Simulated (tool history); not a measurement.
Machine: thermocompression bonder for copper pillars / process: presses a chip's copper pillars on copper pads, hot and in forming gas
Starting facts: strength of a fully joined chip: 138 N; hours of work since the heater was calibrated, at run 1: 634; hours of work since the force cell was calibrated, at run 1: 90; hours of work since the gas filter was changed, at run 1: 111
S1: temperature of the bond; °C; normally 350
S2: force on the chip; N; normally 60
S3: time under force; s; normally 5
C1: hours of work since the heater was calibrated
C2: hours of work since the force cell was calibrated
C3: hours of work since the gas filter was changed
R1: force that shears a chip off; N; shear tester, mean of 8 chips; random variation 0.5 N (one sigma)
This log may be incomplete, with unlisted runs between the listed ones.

Run 1, hour 0.0: usual settings; C1 634; C2 90; C3 111. Result: R1 76.0 N.
Run 2, hour 7.4: usual settings; C1 638; C2 94; C3 115. Result: R1 75.2 N.
Run 3, hour 17.9: usual settings; C1 643; C2 100; C3 121. Result: R1 76.8 N.
Run 4, hour 25.5: usual settings; C1 647; C2 103; C3 124. Result: R1 76.2 N.
Run 5, hour 32.1: usual settings; C1 651; C2 107; C3 128. Result: R1 75.1 N.
Run 6, hour 43.2: usual settings; C1 656; C2 112; C3 133. Result: R1 75.4 N.
Run 7, hour 53.5: usual settings; C1 661; C2 118; C3 138. Result: R1 74.8 N.
Run 8, hour 62.9: usual settings but S3 8 s; C1 666; C2 122; C3 143. Result: R1 86.1 N.
Run 9, hour 73.8: usual settings but S3 8 s; C1 672; C2 128; C3 149. Result: R1 86.7 N.
Run 10, hour 85.2: usual settings but S3 8 s; C1 677; C2 134; C3 155. Result: R1 86.1 N.
Run 11, hour 93.8: usual settings but S3 8 s; C1 682; C2 138; C3 159. Result: R1 86.5 N.
Run 12, hour 101.5: usual settings but S3 3 s; C1 686; C2 142; C3 163. Result: R1 62.5 N.
Run 13, hour 107.8: usual settings but S3 3 s; C1 689; C2 145; C3 166. Result: R1 62.9 N.
Run 14, hour 113.7: usual settings but S3 3 s; C1 692; C2 148; C3 169. Result: R1 62.9 N.
Run 15, hour 121.9: usual settings but S3 3 s; C1 696; C2 152; C3 173. Result: R1 63.2 N.
Run 16, hour 127.9: usual settings but S3 3 s; C1 699; C2 155; C3 176. Result: R1 63.0 N.
Run 17, hour 138.1: usual settings but S3 3 s; C1 704; C2 160; C3 181. Result: R1 62.7 N.
Run 18, hour 144.1: usual settings but S3 3 s; C1 707; C2 163; C3 184. Result: R1 63.2 N.
Run 19, hour 153.3: usual settings but S3 3 s; C1 712; C2 168; C3 189. Result: R1 62.5 N.
At hour 155.3: force cell calibrated.
Run 20, hour 164.1: usual settings but S3 3 s; C1 717; C2 4; C3 194. Result: R1 62.1 N.
Run 21, hour 171.0: usual settings but S1 373 °C, S2 47 N, S3 4 s; C1 720; C2 8; C3 197. Result: R1 73.3 N.
At hour 175.7: force cell calibrated, once more.
Run 22, hour 182.0: usual settings but S1 345 °C, S2 67 N; C1 725; C2 3; C3 202. Result: R1 74.9 N.
Run 23, hour 192.9: usual settings but S1 348 °C, S2 89 N, S3 3 s; C1 730; C2 9; C3 207. Result: R1 74.2 N.
Run 24, hour 198.6: usual settings but S1 378 °C, S2 69 N, S3 3 s; C1 733; C2 12; C3 210. Result: R1 82.3 N.
Run 25, hour 208.6: usual settings but S1 363 °C; C1 738; C2 17; C3 215. Result: R1 80.8 N.
Run 26, hour 216.0: usual settings but S1 363 °C; C1 742; C2 20; C3 219. Result: R1 81.2 N.
Run 27, hour 221.0: usual settings but S2 88 N; C1 745; C2 23; C3 222. Result: R1 86.8 N.
Run 28, hour 229.4: usual settings but S2 88 N; C1 749; C2 27; C3 226. Result: R1 86.0 N.
Run 29, hour 234.8: usual settings but S1 356 °C, S2 77 N; C1 751; C2 30; C3 229. Result: R1 84.8 N.
Run 30, hour 244.3: usual settings but S1 356 °C, S2 75 N; C1 756; C2 35; C3 233. Result: R1 83.8 N.
Run 31, hour 249.1: usual settings but S1 356 °C, S2 75 N; C1 759; C2 37; C3 236. Result: R1 83.7 N.
Run 32, hour 256.2: usual settings but S2 57 N; C1 762; C2 41; C3 239. Result: R1 71.8 N.
Run 33, hour 261.5: usual settings but S1 364 °C, S2 61 N, S3 3 s; C1 765; C2 43; C3 242. Result: R1 70.3 N.
Run 34, hour 272.9: usual settings but S1 364 °C, S2 61 N, S3 3 s; C1 771; C2 49; C3 248. Result: R1 69.8 N.
Run 35, hour 281.3: usual settings but S1 364 °C, S2 57 N, S3 3 s; C1 775; C2 53; C3 252. Result: R1 66.9 N.
Run 36, hour 289.4: usual settings but S1 327 °C, S2 57 N; C1 779; C2 57; C3 256. Result: R1 58.2 N.
Run 37, hour 296.1: usual settings but S3 4 s; C1 783; C2 61; C3 260. Result: R1 68.6 N.
Run 38, hour 302.0: usual settings but S1 373 °C; C1 785; C2 64; C3 263. Result: R1 85.3 N.
Run 39, hour 310.5: usual settings but S1 329 °C, S2 50 N; C1 790; C2 68; C3 267. Result: R1 55.6 N.

Measured minus without-hidden-state, run by run (identical run-to-run variation in each term; gauge scatter may differ):
The hidden state here: true temperature of the bond over the reading, C; force that reaches the chip, % of what is set; oxide that the forming gas leaves, % of the face; drift of the gauge itself on shear_n, %.
run    R1
  1  -4.8
  2  -4.9
  3  -5.1
  4  -5.1
  5  -5.2
  6  -5.4
  7  -5.5
  8  -6.2
  9  -6.4
 10  -6.6
 11  -6.6
 12  -5.5
 13  -5.5
 14  -5.6
 15  -5.6
 16  -5.7
 17  -5.9
 18  -5.9
 19  -6.1
 20  -6.3
 21  -7.2
 22  -6.8
 23  -6.8
 24  -7.3
 25  -7.5
 26  -7.6
 27  -8.1
 28  -8.2
 29  -8.3
 30  -8.3
 31  -8.3
 32  -7.6
 33  -7.4
 34  -7.6
 35  -7.5
 36  -6.9
 37  -7.9
 38  -9.3
 39  -6.9
